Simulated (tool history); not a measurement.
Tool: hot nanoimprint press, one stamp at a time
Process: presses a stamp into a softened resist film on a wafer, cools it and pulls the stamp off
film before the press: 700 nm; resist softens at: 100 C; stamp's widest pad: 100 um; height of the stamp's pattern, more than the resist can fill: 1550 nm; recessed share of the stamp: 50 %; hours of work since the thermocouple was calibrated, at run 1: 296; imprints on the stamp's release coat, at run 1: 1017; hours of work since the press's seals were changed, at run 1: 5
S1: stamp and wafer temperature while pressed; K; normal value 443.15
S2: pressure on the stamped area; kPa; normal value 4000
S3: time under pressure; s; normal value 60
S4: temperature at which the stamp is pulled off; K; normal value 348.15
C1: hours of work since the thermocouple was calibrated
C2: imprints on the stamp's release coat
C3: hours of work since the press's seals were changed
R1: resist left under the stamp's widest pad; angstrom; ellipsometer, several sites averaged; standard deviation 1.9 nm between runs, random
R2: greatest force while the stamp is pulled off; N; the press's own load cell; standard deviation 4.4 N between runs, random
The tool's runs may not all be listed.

run 1 hour=0.0 | S1=443.15 S2=4000 S3=60 S4=348.15 | C1=296 C2=1017 C3=5 | R1=4250 R2=291
run 2 hour=44.1 | S1=435.15 S2=4000 S3=60 S4=348.15 | C1=320 C2=1099 C3=29 | R1=5306 R2=297
run 3 hour=88.2 | S1=435.15 S2=4460 S3=60 S4=348.15 | C1=344 C2=1181 C3=53 | R1=5265 R2=310
run 4 hour=132.6 | S1=436.15 S2=4460 S3=60 S4=348.15 | C1=368 C2=1264 C3=77 | R1=5108 R2=323
-- hour=188.5 plate thermocouple calibrated
run 5 hour=193.3 | S1=436.15 S2=4460 S3=60 S4=348.15 | C1=3 C2=1371 C3=108 | R1=5003 R2=314
run 6 hour=241.5 | S1=443.15 S2=4000 S3=60 S4=348.15 | C1=29 C2=1461 C3=135 | R1=4177 R2=331
run 7 hour=303.7 | S1=443.15 S2=4000 S3=60 S4=348.15 | C1=62 C2=1576 C3=168 | R1=4206 R2=347
run 8 hour=348.1 | S1=443.15 S2=4000 S3=60 S4=348.15 | C1=87 C2=1659 C3=192 | R1=4266 R2=349
run 9 hour=413.2 | S1=443.15 S2=4000 S3=34 S4=348.15 | C1=122 C2=1780 C3=228 | R1=4975 R2=372
run 10 hour=457.8 | S1=443.15 S2=4000 S3=34 S4=348.15 | C1=146 C2=1863 C3=252 | R1=4887 R2=363
run 11 hour=487.0 | S1=440.15 S2=3800 S3=60 S4=352.15 | C1=162 C2=1917 C3=268 | R1=4730 R2=329
run 12 hour=526.2 | S1=440.15 S2=3800 S3=60 S4=352.15 | C1=183 C2=1990 C3=289 | R1=4723 R2=329
run 13 hour=586.1 | S1=440.15 S2=3800 S3=60 S4=352.15 | C1=216 C2=2102 C3=321 | R1=4732 R2=348
run 14 hour=647.7 | S1=443.15 S2=3420 S3=60 S4=348.15 | C1=249 C2=2217 C3=355 | R1=4463 R2=416
run 15 hour=694.1 | S1=443.15 S2=4000 S3=60 S4=350.15 | C1=274 C2=2303 C3=380 | R1=4265 R2=382
run 16 hour=728.1 | S1=443.15 S2=4000 S3=60 S4=334.15 | C1=293 C2=2366 C3=398 | R1=4294 R2=590
-- hour=747.5 stamp cleaned and given a new release coat
run 17 hour=798.2 | S1=446.15 S2=4000 S3=60 S4=347.15 | C1=327 C2=94 C3=433 | R1=3884 R2=232
run 18 hour=834.2 | S1=446.15 S2=4000 S3=60 S4=347.15 | C1=347 C2=161 C3=453 | R1=3871 R2=245
run 19 hour=880.0 | S1=446.15 S2=4000 S3=86 S4=347.15 | C1=372 C2=247 C3=477 | R1=3424 R2=245

Across each entry between runs, compare the hidden state at the last listed run before it with the hidden state at the first listed run after it:
Logged between run 4 and run 5: plate thermocouple calibrated (hour 188.5)
  true temperature over the reading, C: -0.58 -> 0.16; pressure that arrives at the usual setting, %: 100.13 -> 99.97; grip of the stamp's worn release coat, % over a new coat's: 46.2 -> 50.5
  measured result minus the result with no hidden state, R1: +78 -> -22 angstrom; R2: +106 -> +104 N
Logged between run 16 and run 17: stamp cleaned and given a new release coat (hour 747.5)
  true temperature over the reading, C: -0.42 -> -0.5; pressure that arrives at the usual setting, %: 98.38 -> 98.19; grip of the stamp's worn release coat, % over a new coat's: 92.3 -> 3.2
  measured result minus the result with no hidden state, R1: +82 -> +91 angstrom; R2: +286 -> +10 N

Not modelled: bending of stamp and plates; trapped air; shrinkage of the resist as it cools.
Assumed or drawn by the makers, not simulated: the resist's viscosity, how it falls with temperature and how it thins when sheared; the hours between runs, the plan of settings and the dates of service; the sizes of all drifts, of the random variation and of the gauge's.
